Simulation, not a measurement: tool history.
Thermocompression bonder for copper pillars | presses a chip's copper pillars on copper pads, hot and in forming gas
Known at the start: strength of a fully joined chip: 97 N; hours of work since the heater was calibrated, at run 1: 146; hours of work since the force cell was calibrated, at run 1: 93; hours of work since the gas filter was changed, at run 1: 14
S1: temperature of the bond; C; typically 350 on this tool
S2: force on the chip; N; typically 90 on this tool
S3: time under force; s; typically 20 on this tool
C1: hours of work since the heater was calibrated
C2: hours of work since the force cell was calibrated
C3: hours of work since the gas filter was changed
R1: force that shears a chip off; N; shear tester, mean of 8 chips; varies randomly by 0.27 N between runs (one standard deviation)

run 1 day=0 | S1=350 S2=90 S3=20 | C1=146 C2=93 C3=14 | R1=66.6
run 2 day=0.675 | S1=350 S2=90 S3=20 | C1=155 C2=103 C3=23 | R1=66.5
run 3 day=2.058 | S1=350 S2=90 S3=20 | C1=175 C2=122 C3=43 | R1=67.1
run 4 day=3.083 | S1=369 S2=90 S3=20 | C1=189 C2=137 C3=58 | R1=77
run 5 day=3.917 | S1=369 S2=90 S3=38 | C1=201 C2=149 C3=69 | R1=86.2
run 6 day=4.558 | S1=350 S2=90 S3=16 | C1=211 C2=158 C3=79 | R1=62.9
run 7 day=5.338 | S1=350 S2=90 S3=16 | C1=222 C2=169 C3=90 | R1=62.9
run 8 day=6.783 | S1=350 S2=90 S3=16 | C1=242 C2=190 C3=110 | R1=62.8
run 9 day=7.383 | S1=350 S2=90 S3=16 | C1=251 C2=198 C3=119 | R1=63.2
run 10 day=8.246 | S1=350 S2=90 S3=20 | C1=263 C2=210 C3=131 | R1=67.8
run 11 day=9.392 | S1=350 S2=90 S3=20 | C1=279 C2=227 C3=147 | R1=67.7
run 12 day=10.729 | S1=350 S2=90 S3=20 | C1=298 C2=246 C3=166 | R1=67.7
run 13 day=11.671 | S1=350 S2=90 S3=20 | C1=312 C2=259 C3=180 | R1=66.9
run 14 day=12.367 | S1=350 S2=90 S3=20 | C1=322 C2=269 C3=190 | R1=67.8
run 15 day=13.196 | S1=350 S2=108 S3=20 | C1=334 C2=281 C3=202 | R1=73.5
run 16 day=13.979 | S1=350 S2=108 S3=20 | C1=345 C2=292 C3=213 | R1=73.3
run 17 day=14.792 | S1=350 S2=108 S3=20 | C1=356 C2=304 C3=224 | R1=73.5
run 18 day=16.05 | S1=350 S2=108 S3=20 | C1=374 C2=322 C3=242 | R1=74.1
run 19 day=16.883 | S1=350 S2=108 S3=20 | C1=386 C2=334 C3=254 | R1=74.1
run 20 day=17.821 | S1=362 S2=92 S3=20 | C1=399 C2=347 C3=267 | R1=75.1
run 21 day=18.875 | S1=357 S2=105 S3=26 | C1=414 C2=362 C3=282 | R1=80.4
-- day=20.267 forming gas filter changed
run 22 day=20.342 | S1=334 S2=105 S3=12 | C1=435 C2=382 C3=1 | R1=55
run 23 day=21.096 | S1=333 S2=90 S3=38 | C1=446 C2=393 C3=12 | R1=70.2
run 24 day=22.025 | S1=333 S2=90 S3=14 | C1=459 C2=406 C3=25 | R1=52
run 25 day=23.021 | S1=371 S2=103 S3=20 | C1=473 C2=421 C3=39 | R1=83.2
run 26 day=23.633 | S1=371 S2=101 S3=20 | C1=482 C2=429 C3=48 | R1=82.7
run 27 day=24.883 | S1=351 S2=91 S3=28 | C1=500 C2=447 C3=66 | R1=75.5
-- day=25.596 gauge calibrated
run 28 day=25.596 | S1=351 S2=103 S3=25 | C1=510 C2=457 C3=76 | R1=75.7
run 29 day=26.429 | S1=351 S2=103 S3=25 | C1=522 C2=469 C3=88 | R1=75.9
run 30 day=27.754 | S1=350 S2=60 S3=17 | C1=541 C2=488 C3=107 | R1=50.4
-- day=28.112 heater calibrated with a thermocouple chip
run 31 day=29.125 | S1=350 S2=60 S3=17 | C1=14 C2=506 C3=125 | R1=49.9
run 32 day=30.279 | S1=366 S2=129 S3=47 | C1=31 C2=523 C3=141 | R1=93.7
run 33 day=31.362 | S1=343 S2=119 S3=11 | C1=46 C2=538 C3=157 | R1=61.6
run 34 day=32.65 | S1=343 S2=119 S3=11 | C1=65 C2=557 C3=175 | R1=61.8
run 35 day=33.654 | S1=350 S2=99 S3=35 | C1=79 C2=571 C3=189 | R1=79
run 36 day=34.688 | S1=350 S2=95 S3=20 | C1=94 C2=586 C3=204 | R1=68.7
run 37 day=35.7 | S1=328 S2=119 S3=28 | C1=108 C2=600 C3=219 | R1=69
run 38 day=36.304 | S1=342 S2=98 S3=29 | C1=117 C2=609 C3=227 | R1=72.7

Predict each of these 3 candidate next runs independently; none follows another, all start after run 38:
run A day=37.346 | S1=350 S2=98 S3=16 | C1=131 C2=623 C3=242 | R1=?
run B day=37.346 | S1=350 S2=90 S3=59 | C1=131 C2=623 C3=242 | R1=?
run C day=37.346 | S1=356 S2=98 S3=13 | C1=131 C2=623 C3=242 | R1=?

run=A R1=66.3
run=B R1=84.2
run=C R1=66
Stripped of hidden state, with their random variation kept, the same runs would have yielded:
run=A R1=65.7
run=B R1=83.3
run=C R1=65.3

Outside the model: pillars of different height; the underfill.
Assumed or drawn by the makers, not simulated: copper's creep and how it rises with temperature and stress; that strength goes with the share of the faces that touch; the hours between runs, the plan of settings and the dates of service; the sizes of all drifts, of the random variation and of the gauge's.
